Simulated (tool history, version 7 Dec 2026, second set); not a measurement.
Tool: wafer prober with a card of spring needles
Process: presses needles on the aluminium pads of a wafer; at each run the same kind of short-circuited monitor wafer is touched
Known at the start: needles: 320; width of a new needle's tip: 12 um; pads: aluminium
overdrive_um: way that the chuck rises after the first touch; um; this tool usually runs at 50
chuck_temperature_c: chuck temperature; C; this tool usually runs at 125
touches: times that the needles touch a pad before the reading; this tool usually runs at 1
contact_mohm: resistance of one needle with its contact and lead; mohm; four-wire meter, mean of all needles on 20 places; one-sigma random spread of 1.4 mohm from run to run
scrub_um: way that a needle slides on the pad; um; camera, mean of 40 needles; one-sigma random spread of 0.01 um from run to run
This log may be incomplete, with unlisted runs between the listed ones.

Run 1, hour 0: usual settings. Result: contact_mohm 125 mohm, scrub_um 13.58 um.
At hour 3.4: tips cleaned on abrasive film.
Run 2, hour 14.4: usual settings. Result: contact_mohm 126 mohm, scrub_um 13.56 um.
Run 3, hour 28.8: usual settings but overdrive_um 55 um. Result: contact_mohm 126 mohm, scrub_um 14.92 um.
At hour 31: tips cleaned on abrasive film.
Run 4, hour 39.9: usual settings but overdrive_um 55 um. Result: contact_mohm 125 mohm, scrub_um 14.91 um.
Run 5, hour 53.5: usual settings but overdrive_um 62 um. Result: contact_mohm 124 mohm, scrub_um 16.78 um.
At hour 59.1: tips cleaned on abrasive film.
Run 6, hour 67.9: usual settings but overdrive_um 62 um. Result: contact_mohm 124 mohm, scrub_um 16.75 um.
Run 7, hour 77.3: usual settings but overdrive_um 62 um. Result: contact_mohm 124 mohm, scrub_um 16.74 um.
At hour 86.5: tips cleaned on abrasive film.
Run 8, hour 88.1: usual settings. Result: contact_mohm 128 mohm, scrub_um 13.5 um.
Run 9, hour 98.9: usual settings. Result: contact_mohm 124 mohm, scrub_um 13.48 um.
Run 10, hour 107.3: usual settings but overdrive_um 32 um. Result: contact_mohm 137 mohm, scrub_um 8.64 um.
At hour 114.3: tips cleaned on abrasive film.
Run 11, hour 117.2: usual settings but overdrive_um 32 um. Result: contact_mohm 138 mohm, scrub_um 8.63 um.
Run 12, hour 129.4: usual settings but overdrive_um 32 um. Result: contact_mohm 139 mohm, scrub_um 8.62 um.
Run 13, hour 140.2: usual settings but overdrive_um 32 um. Result: contact_mohm 137 mohm, scrub_um 8.62 um.
At hour 142.7: tips cleaned on abrasive film.
Run 14, hour 154.5: usual settings but overdrive_um 32 um. Result: contact_mohm 137 mohm, scrub_um 8.59 um.
At hour 159: height of the first contact set anew.
Run 15, hour 163.7: usual settings. Result: contact_mohm 130 mohm, scrub_um 13.43 um.
Run 16, hour 169.7: usual settings. Result: contact_mohm 127 mohm, scrub_um 13.44 um.
At hour 170.7: tips cleaned on abrasive film.
Run 17, hour 182.3: usual settings but touches 3. Result: contact_mohm 127 mohm, scrub_um 13.43 um.
Run 18, hour 196.7: usual settings but touches 3. Result: contact_mohm 127 mohm, scrub_um 13.4 um.
At hour 198.7: tips cleaned on abrasive film.
Run 19, hour 207.6: usual settings. Result: contact_mohm 128 mohm, scrub_um 13.4 um.
Run 20, hour 216.4: usual settings but chuck_temperature_c 43 C. Result: contact_mohm 116 mohm, scrub_um 13.39 um.
At hour 226.7: tips cleaned on abrasive film.
Run 21, hour 226.7: usual settings but chuck_temperature_c 43 C. Result: contact_mohm 117 mohm, scrub_um 13.37 um.
Run 22, hour 238.6: usual settings but chuck_temperature_c 43 C. Result: contact_mohm 117 mohm, scrub_um 13.37 um.
Run 23, hour 252.8: usual settings but overdrive_um 35 um, chuck_temperature_c 78 C, touches 2. Result: contact_mohm 126 mohm, scrub_um 9.36 um.
At hour 254.7: tips cleaned on abrasive film.
Run 24, hour 259.6: usual settings but overdrive_um 58 um, chuck_temperature_c 37 C. Result: contact_mohm 114 mohm, scrub_um 15.48 um.
Run 25, hour 273: usual settings but chuck_temperature_c 47 C. Result: contact_mohm 117 mohm, scrub_um 13.36 um.
At hour 278.1: gauge calibrated.
Run 26, hour 281: usual settings but overdrive_um 39 um, chuck_temperature_c 47 C, touches 2. Result: contact_mohm 122 mohm, scrub_um 10.6 um.
At hour 282.5: tips cleaned on abrasive film.
Run 27, hour 295.4: usual settings but overdrive_um 32 um, chuck_temperature_c 118 C. Result: contact_mohm 139 mohm, scrub_um 8.69 um.
Run 28, hour 305.2: usual settings but overdrive_um 68 um, chuck_temperature_c 50 C, touches 2. Result: contact_mohm 114 mohm, scrub_um 18.46 um.
At hour 310: tips cleaned on abrasive film.
Run 29, hour 315.3: usual settings but overdrive_um 41 um, chuck_temperature_c 122 C. Result: contact_mohm 132 mohm, scrub_um 11.12 um.

Run 30, settings as shown, results not yet in. Your forecast:
Run 30, hour 328.4: usual settings but overdrive_um 68 um, chuck_temperature_c 121 C, touches 3. Result: contact_mohm ?, scrub_um ?.

{"run 30": {"contact_mohm": 122, "scrub_um": 18.39}}
Take away the tool's hidden state, keep the run-to-run variation as it was, and the same run would have given contact_mohm 122 mohm, scrub_um 18.45 um.

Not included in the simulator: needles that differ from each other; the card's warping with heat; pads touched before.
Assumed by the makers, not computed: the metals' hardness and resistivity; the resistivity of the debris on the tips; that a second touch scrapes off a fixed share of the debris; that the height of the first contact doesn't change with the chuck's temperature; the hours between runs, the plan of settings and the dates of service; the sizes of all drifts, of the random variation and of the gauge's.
